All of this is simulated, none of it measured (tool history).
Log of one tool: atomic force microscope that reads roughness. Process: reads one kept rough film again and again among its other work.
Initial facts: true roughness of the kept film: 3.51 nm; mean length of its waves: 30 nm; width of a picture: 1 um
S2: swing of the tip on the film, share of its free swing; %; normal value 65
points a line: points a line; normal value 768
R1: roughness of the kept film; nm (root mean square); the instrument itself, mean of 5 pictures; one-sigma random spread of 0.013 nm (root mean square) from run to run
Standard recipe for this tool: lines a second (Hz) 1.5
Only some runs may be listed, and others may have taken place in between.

run 1 day=0 | lines_a_second_(Hz)=1.5 S2=65 points_a_line=768 | R1=2.455
run 2 day=0.379 | lines_a_second_(Hz)=1.5 S2=65 points_a_line=768 | R1=2.407
run 3 day=0.6 | lines_a_second_(Hz)=1.5 S2=65 points_a_line=768 | R1=2.402
run 4 day=0.904 | lines_a_second_(Hz)=1.5 S2=65 points_a_line=768 | R1=2.375
run 5 day=1.379 | lines_a_second_(Hz)=1.5 S2=65 points_a_line=768 | R1=2.319
run 6 day=1.696 | lines_a_second_(Hz)=1.5 S2=65 points_a_line=768 | R1=2.339
-- day=1.833 new tip fitted
run 7 day=2.021 | lines_a_second_(Hz)=1.5 S2=65 points_a_line=416 | R1=3.048
run 8 day=2.442 | lines_a_second_(Hz)=1.71 S2=65 points_a_line=416 | R1=2.985
run 9 day=2.721 | lines_a_second_(Hz)=1.5 S2=65 points_a_line=768 | R1=2.973
-- day=2.792 height scale calibrated on a step standard
run 10 day=3.075 | lines_a_second_(Hz)=1.5 S2=65 points_a_line=768 | R1=2.935
run 11 day=3.479 | lines_a_second_(Hz)=1.28 S2=66 points_a_line=677 | R1=2.899
run 12 day=3.762 | lines_a_second_(Hz)=1.5 S2=55 points_a_line=830 | R1=2.869
run 13 day=4.117 | lines_a_second_(Hz)=1.5 S2=72 points_a_line=404 | R1=2.78
-- day=4.2 height scale calibrated on a step standard, once more
run 14 day=4.567 | lines_a_second_(Hz)=1.83 S2=87 points_a_line=288 | R1=2.601
run 15 day=4.854 | lines_a_second_(Hz)=1.5 S2=77 points_a_line=702 | R1=2.717
run 16 day=5.333 | lines_a_second_(Hz)=3.66 S2=84 points_a_line=853 | R1=2.416
run 17 day=5.679 | lines_a_second_(Hz)=1.22 S2=71 points_a_line=868 | R1=2.656
run 18 day=6.096 | lines_a_second_(Hz)=1.22 S2=71 points_a_line=868 | R1=2.634
run 19 day=6.362 | lines_a_second_(Hz)=3.42 S2=71 points_a_line=327 | R1=2.476

Below are 5 alternative next runs, each starting from the tool's condition after run 19. Predict each:
run A day=6.8 | lines_a_second_(Hz)=1.5 S2=74 points_a_line=366 | R1=?
run B day=6.8 | lines_a_second_(Hz)=0.85 S2=69 points_a_line=546 | R1=?
run C day=6.8 | lines_a_second_(Hz)=0.57 S2=85 points_a_line=768 | R1=?
run D day=6.8 | lines_a_second_(Hz)=1.08 S2=71 points_a_line=813 | R1=?
run E day=6.8 | lines_a_second_(Hz)=1.5 S2=77 points_a_line=335 | R1=?

run=A R1=2.526
run=B R1=2.576
run=C R1=2.547
run=D R1=2.563
run=E R1=2.493
With no hidden state in the tool, these same runs would have given:
run=A R1=3.065
run=B R1=3.124
run=C R1=3.091
run=D R1=3.109
run=E R1=3.023

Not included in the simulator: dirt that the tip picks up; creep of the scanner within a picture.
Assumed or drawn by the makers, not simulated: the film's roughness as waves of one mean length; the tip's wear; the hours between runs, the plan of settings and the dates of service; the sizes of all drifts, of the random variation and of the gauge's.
